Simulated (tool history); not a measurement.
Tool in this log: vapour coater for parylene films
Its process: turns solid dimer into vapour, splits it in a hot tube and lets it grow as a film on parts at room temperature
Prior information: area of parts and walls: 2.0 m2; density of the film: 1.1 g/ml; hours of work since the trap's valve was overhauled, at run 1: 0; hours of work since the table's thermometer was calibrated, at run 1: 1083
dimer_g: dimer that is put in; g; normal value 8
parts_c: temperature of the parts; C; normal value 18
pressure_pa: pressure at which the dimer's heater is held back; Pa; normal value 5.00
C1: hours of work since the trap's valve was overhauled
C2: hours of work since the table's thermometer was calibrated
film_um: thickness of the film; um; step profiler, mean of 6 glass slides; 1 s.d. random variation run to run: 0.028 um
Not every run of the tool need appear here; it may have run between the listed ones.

{"run": 1, "hour": 0.0, "dimer_g": 8, "parts_c": 18, "pressure_pa": 5.0, "C1": 0, "C2": 1083, "film_um": 2.57}
{"run": 2, "hour": 52.9, "dimer_g": 8, "parts_c": 13, "pressure_pa": 5.0, "C1": 32, "C2": 1115, "film_um": 2.96}
{"run": 3, "hour": 118.9, "dimer_g": 8, "parts_c": 18, "pressure_pa": 5.0, "C1": 71, "C2": 1154, "film_um": 2.51}
{"run": 4, "hour": 167.8, "dimer_g": 8, "parts_c": 20, "pressure_pa": 5.0, "C1": 100, "C2": 1184, "film_um": 2.31}
{"run": 5, "hour": 218.7, "dimer_g": 8, "parts_c": 20, "pressure_pa": 5.0, "C1": 131, "C2": 1214, "film_um": 2.33}
{"run": 6, "hour": 286.0, "dimer_g": 8, "parts_c": 20, "pressure_pa": 5.0, "C1": 171, "C2": 1254, "film_um": 2.28}
{"run": 7, "hour": 319.2, "dimer_g": 8, "parts_c": 18, "pressure_pa": 5.0, "C1": 191, "C2": 1274, "film_um": 2.43}
{"run": 8, "hour": 354.0, "dimer_g": 13, "parts_c": 18, "pressure_pa": 5.0, "C1": 212, "C2": 1295, "film_um": 3.97}
{"run": 9, "hour": 386.3, "dimer_g": 13, "parts_c": 18, "pressure_pa": 5.0, "C1": 231, "C2": 1314, "film_um": 3.91}
{"run": 10, "hour": 443.4, "dimer_g": 5, "parts_c": 18, "pressure_pa": 5.0, "C1": 265, "C2": 1348, "film_um": 1.47}
{"run": 11, "hour": 485.3, "dimer_g": 5, "parts_c": 26, "pressure_pa": 5.0, "C1": 290, "C2": 1373, "film_um": 1.15}
{"run": 12, "hour": 537.5, "dimer_g": 5, "parts_c": 26, "pressure_pa": 5.0, "C1": 321, "C2": 1404, "film_um": 1.1}
{"run": 13, "hour": 608.3, "dimer_g": 5, "parts_c": 13, "pressure_pa": 5.0, "C1": 364, "C2": 1447, "film_um": 1.74}
{"run": 14, "hour": 648.0, "dimer_g": 5, "parts_c": 13, "pressure_pa": 5.0, "C1": 387, "C2": 1471, "film_um": 1.73}
{"run": 15, "hour": 708.0, "dimer_g": 5, "parts_c": 13, "pressure_pa": 5.0, "C1": 423, "C2": 1506, "film_um": 1.72}
{"hour": 727.8, "done": "trap's valve overhauled"}
{"run": 16, "hour": 790.7, "dimer_g": 5, "parts_c": 13, "pressure_pa": 5.0, "C1": 38, "C2": 1553, "film_um": 1.88}
{"run": 17, "hour": 837.1, "dimer_g": 5, "parts_c": 13, "pressure_pa": 5.0, "C1": 65, "C2": 1581, "film_um": 1.88}
{"run": 18, "hour": 869.4, "dimer_g": 8, "parts_c": 18, "pressure_pa": 5.0, "C1": 85, "C2": 1600, "film_um": 2.46}
{"run": 19, "hour": 925.7, "dimer_g": 8, "parts_c": 18, "pressure_pa": 5.0, "C1": 118, "C2": 1634, "film_um": 2.51}
{"run": 20, "hour": 974.4, "dimer_g": 5, "parts_c": 15, "pressure_pa": 3.82, "C1": 147, "C2": 1663, "film_um": 1.77}
{"run": 21, "hour": 1014.3, "dimer_g": 5, "parts_c": 15, "pressure_pa": 3.82, "C1": 171, "C2": 1687, "film_um": 1.8}
{"run": 22, "hour": 1047.8, "dimer_g": 4, "parts_c": 18, "pressure_pa": 7.22, "C1": 191, "C2": 1707, "film_um": 1.16}
{"run": 23, "hour": 1079.8, "dimer_g": 4, "parts_c": 18, "pressure_pa": 7.22, "C1": 210, "C2": 1726, "film_um": 1.15}
{"run": 24, "hour": 1157.0, "dimer_g": 7, "parts_c": 18, "pressure_pa": 5.0, "C1": 257, "C2": 1772, "film_um": 2.13}
{"run": 25, "hour": 1220.0, "dimer_g": 4, "parts_c": 18, "pressure_pa": 5.75, "C1": 294, "C2": 1810, "film_um": 1.17}
{"run": 26, "hour": 1261.7, "dimer_g": 3, "parts_c": 11, "pressure_pa": 2.67, "C1": 319, "C2": 1835, "film_um": 1.28}
{"run": 27, "hour": 1324.0, "dimer_g": 8, "parts_c": 25, "pressure_pa": 5.0, "C1": 356, "C2": 1872, "film_um": 1.87}
{"run": 28, "hour": 1377.7, "dimer_g": 4, "parts_c": 20, "pressure_pa": 9.75, "C1": 388, "C2": 1904, "film_um": 0.97}
{"run": 29, "hour": 1436.7, "dimer_g": 11, "parts_c": 16, "pressure_pa": 9.75, "C1": 424, "C2": 1940, "film_um": 3.07}
{"hour": 1454.8, "done": "trap's valve overhauled"}
{"run": 30, "hour": 1487.6, "dimer_g": 11, "parts_c": 16, "pressure_pa": 6.27, "C1": 20, "C2": 1968, "film_um": 3.62}
{"run": 31, "hour": 1552.8, "dimer_g": 5, "parts_c": 27, "pressure_pa": 9.36, "C1": 59, "C2": 2007, "film_um": 1.07}
{"run": 32, "hour": 1596.3, "dimer_g": 5, "parts_c": 27, "pressure_pa": 9.36, "C1": 85, "C2": 2033, "film_um": 1.04}
{"run": 33, "hour": 1644.5, "dimer_g": 5, "parts_c": 27, "pressure_pa": 9.36, "C1": 113, "C2": 2061, "film_um": 1.07}
{"run": 34, "hour": 1721.5, "dimer_g": 5, "parts_c": 27, "pressure_pa": 9.36, "C1": 159, "C2": 2107, "film_um": 1.04}
{"run": 35, "hour": 1768.8, "dimer_g": 6, "parts_c": 27, "pressure_pa": 9.37, "C1": 188, "C2": 2136, "film_um": 1.25}
{"run": 36, "hour": 1805.8, "dimer_g": 10, "parts_c": 18, "pressure_pa": 2.99, "C1": 210, "C2": 2158, "film_um": 3.36}
{"run": 37, "hour": 1876.1, "dimer_g": 8, "parts_c": 22, "pressure_pa": 5.0, "C1": 252, "C2": 2200, "film_um": 2.12}
{"run": 38, "hour": 1941.6, "dimer_g": 6, "parts_c": 13, "pressure_pa": 8.35, "C1": 291, "C2": 2239, "film_um": 1.98}

Below, some changes in film_um between adjacent runs. For each, the amount present without the hidden state too (settings, incoming material, random variation) and the amount remaining for the hidden state with gauge scatter not shared by both compared results:
Hidden state present: vapour lost through the trap's worn valve, %; true temperature of the parts over the reading, C; drift of the gauge itself on film_um, %.
Run 9 -> 10: dimer_g 13 -> 5. film_um -2.44 um: hidden state +0.07, all else -2.51.
Run 15 -> 16: trap's valve overhauled. film_um +0.16 um: hidden state +0.16, all else +0.00.
Run 28 -> 29: dimer_g 4 -> 11, parts_c 20 -> 16. film_um +2.10 um: hidden state -0.14, all else +2.24.
Run 29 -> 30: pressure_pa 9.75 -> 6.27, trap's valve overhauled. film_um +0.55 um: hidden state +0.27, all else +0.28.
Run 30 -> 31: dimer_g 11 -> 5, parts_c 16 -> 27, pressure_pa 6.27 -> 9.36. film_um -2.55 um: hidden state -0.05, all else -2.50.
Run 35 -> 36: dimer_g 6 -> 10, parts_c 27 -> 18, pressure_pa 9.37 -> 2.99. film_um +2.11 um: hidden state -0.04, all else +2.15.

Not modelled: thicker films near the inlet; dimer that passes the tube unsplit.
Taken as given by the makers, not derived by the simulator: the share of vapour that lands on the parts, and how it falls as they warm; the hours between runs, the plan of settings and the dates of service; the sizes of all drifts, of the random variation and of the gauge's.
